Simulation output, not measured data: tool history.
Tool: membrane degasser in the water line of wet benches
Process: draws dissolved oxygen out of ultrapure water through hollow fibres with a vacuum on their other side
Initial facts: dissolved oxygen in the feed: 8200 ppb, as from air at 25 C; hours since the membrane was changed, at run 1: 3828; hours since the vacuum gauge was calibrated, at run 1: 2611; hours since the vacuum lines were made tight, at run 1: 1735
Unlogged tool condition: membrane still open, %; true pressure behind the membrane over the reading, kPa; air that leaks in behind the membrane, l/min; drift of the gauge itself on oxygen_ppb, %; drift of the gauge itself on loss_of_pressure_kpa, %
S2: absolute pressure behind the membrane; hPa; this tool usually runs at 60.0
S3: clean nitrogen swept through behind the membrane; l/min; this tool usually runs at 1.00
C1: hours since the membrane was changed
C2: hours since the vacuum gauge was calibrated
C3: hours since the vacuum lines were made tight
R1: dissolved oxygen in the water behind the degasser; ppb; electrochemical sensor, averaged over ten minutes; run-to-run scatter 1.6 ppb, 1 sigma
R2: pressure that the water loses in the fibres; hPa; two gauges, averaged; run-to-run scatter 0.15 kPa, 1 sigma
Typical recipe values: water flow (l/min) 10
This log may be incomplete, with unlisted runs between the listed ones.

{"run": 1, "hour": 0.0, "water flow (l/min)": 10, "S2": 60.0, "S3": 1.0, "C1": 3828, "C2": 2611, "C3": 1735, "R1": 159.4, "R2": 484.9}
{"run": 2, "hour": 175.6, "water flow (l/min)": 10, "S2": 60.0, "S3": 1.0, "C1": 4003, "C2": 2787, "C3": 1911, "R1": 157.4, "R2": 484.6}
{"run": 3, "hour": 333.3, "water flow (l/min)": 10, "S2": 60.0, "S3": 1.0, "C1": 4161, "C2": 2945, "C3": 2068, "R1": 155.3, "R2": 483.4}
{"run": 4, "hour": 434.2, "water flow (l/min)": 10, "S2": 60.0, "S3": 1.0, "C1": 4262, "C2": 3045, "C3": 2169, "R1": 159.7, "R2": 482.2}
{"run": 5, "hour": 561.9, "water flow (l/min)": 10, "S2": 60.0, "S3": 1.0, "C1": 4390, "C2": 3173, "C3": 2297, "R1": 159.7, "R2": 483.7}
{"run": 6, "hour": 669.5, "water flow (l/min)": 10, "S2": 60.0, "S3": 1.0, "C1": 4497, "C2": 3281, "C3": 2405, "R1": 161.5, "R2": 485.1}
{"hour": 744.3, "done": "vacuum gauge calibrated"}
{"run": 7, "hour": 745.3, "water flow (l/min)": 9, "S2": 60.0, "S3": 1.0, "C1": 4573, "C2": 1, "C3": 2480, "R1": 123.4, "R2": 433.9}
{"run": 8, "hour": 899.3, "water flow (l/min)": 9, "S2": 60.0, "S3": 1.0, "C1": 4727, "C2": 155, "C3": 2634, "R1": 121.7, "R2": 434.1}
{"run": 9, "hour": 1061.5, "water flow (l/min)": 7, "S2": 60.0, "S3": 1.0, "C1": 4889, "C2": 317, "C3": 2796, "R1": 69.1, "R2": 338.0}
{"run": 10, "hour": 1238.5, "water flow (l/min)": 7, "S2": 60.0, "S3": 1.0, "C1": 5066, "C2": 494, "C3": 2973, "R1": 69.2, "R2": 339.4}
{"run": 11, "hour": 1319.8, "water flow (l/min)": 7, "S2": 60.0, "S3": 1.02, "C1": 5147, "C2": 575, "C3": 3054, "R1": 69.3, "R2": 336.3}
{"run": 12, "hour": 1466.6, "water flow (l/min)": 10, "S2": 60.0, "S3": 2.07, "C1": 5294, "C2": 722, "C3": 3201, "R1": 129.2, "R2": 481.7}
{"run": 13, "hour": 1638.8, "water flow (l/min)": 10, "S2": 60.0, "S3": 2.07, "C1": 5466, "C2": 895, "C3": 3374, "R1": 125.9, "R2": 478.6}
{"run": 14, "hour": 1791.9, "water flow (l/min)": 10, "S2": 60.0, "S3": 2.21, "C1": 5619, "C2": 1048, "C3": 3527, "R1": 121.2, "R2": 485.6}
{"run": 15, "hour": 1920.2, "water flow (l/min)": 10, "S2": 94.5, "S3": 0.71, "C1": 5748, "C2": 1176, "C3": 3655, "R1": 289.1, "R2": 482.4}
{"run": 16, "hour": 1999.8, "water flow (l/min)": 12, "S2": 62.4, "S3": 1.43, "C1": 5827, "C2": 1255, "C3": 3734, "R1": 228.5, "R2": 579.8}
{"run": 17, "hour": 2164.2, "water flow (l/min)": 10, "S2": 64.6, "S3": 1.43, "C1": 5992, "C2": 1420, "C3": 3899, "R1": 144.9, "R2": 480.2}
{"run": 18, "hour": 2331.2, "water flow (l/min)": 7, "S2": 119.5, "S3": 0.61, "C1": 6159, "C2": 1587, "C3": 4066, "R1": 253.2, "R2": 338.3}
{"run": 19, "hour": 2510.4, "water flow (l/min)": 8, "S2": 119.5, "S3": 0.61, "C1": 6338, "C2": 1766, "C3": 4245, "R1": 292.3, "R2": 387.3}
{"run": 20, "hour": 2588.7, "water flow (l/min)": 6, "S2": 61.5, "S3": 1.65, "C1": 6416, "C2": 1844, "C3": 4323, "R1": 37.1, "R2": 288.9}
{"run": 21, "hour": 2748.3, "water flow (l/min)": 6, "S2": 61.5, "S3": 1.65, "C1": 6576, "C2": 2004, "C3": 4483, "R1": 36.7, "R2": 285.5}
{"run": 22, "hour": 2821.8, "water flow (l/min)": 7, "S2": 61.5, "S3": 1.65, "C1": 6649, "C2": 2077, "C3": 4556, "R1": 53.3, "R2": 335.8}
{"run": 23, "hour": 2973.1, "water flow (l/min)": 7, "S2": 61.5, "S3": 1.65, "C1": 6801, "C2": 2229, "C3": 4708, "R1": 54.1, "R2": 336.0}
{"run": 24, "hour": 3061.9, "water flow (l/min)": 9, "S2": 93.3, "S3": 1.65, "C1": 6889, "C2": 2318, "C3": 4797, "R1": 145.5, "R2": 434.4}

Difference, measured minus no-hidden-state, one row per run. Run-to-run variation is common to both terms; the gauge's own scatter need not be:
run=1 R2=+0.2
run=2 R2=-0.2
run=3 R2=-0.4
run=4 R2=-0.6
run=5 R2=-0.8
run=6 R2=-1.0
run=7 R2=-1.0
run=8 R2=-1.3
run=9 R2=-1.2
run=10 R2=-1.4
run=11 R2=-1.5
run=12 R2=-2.4
run=13 R2=-2.7
run=14 R2=-2.9
run=15 R2=-3.2
run=16 R2=-3.9
run=17 R2=-3.6
run=18 R2=-2.8
run=19 R2=-3.4
run=20 R2=-2.6
run=21 R2=-2.8
run=22 R2=-3.3
run=23 R2=-3.5
run=24 R2=-4.6
R1: within 0.4 ppb of the measured result in every run.

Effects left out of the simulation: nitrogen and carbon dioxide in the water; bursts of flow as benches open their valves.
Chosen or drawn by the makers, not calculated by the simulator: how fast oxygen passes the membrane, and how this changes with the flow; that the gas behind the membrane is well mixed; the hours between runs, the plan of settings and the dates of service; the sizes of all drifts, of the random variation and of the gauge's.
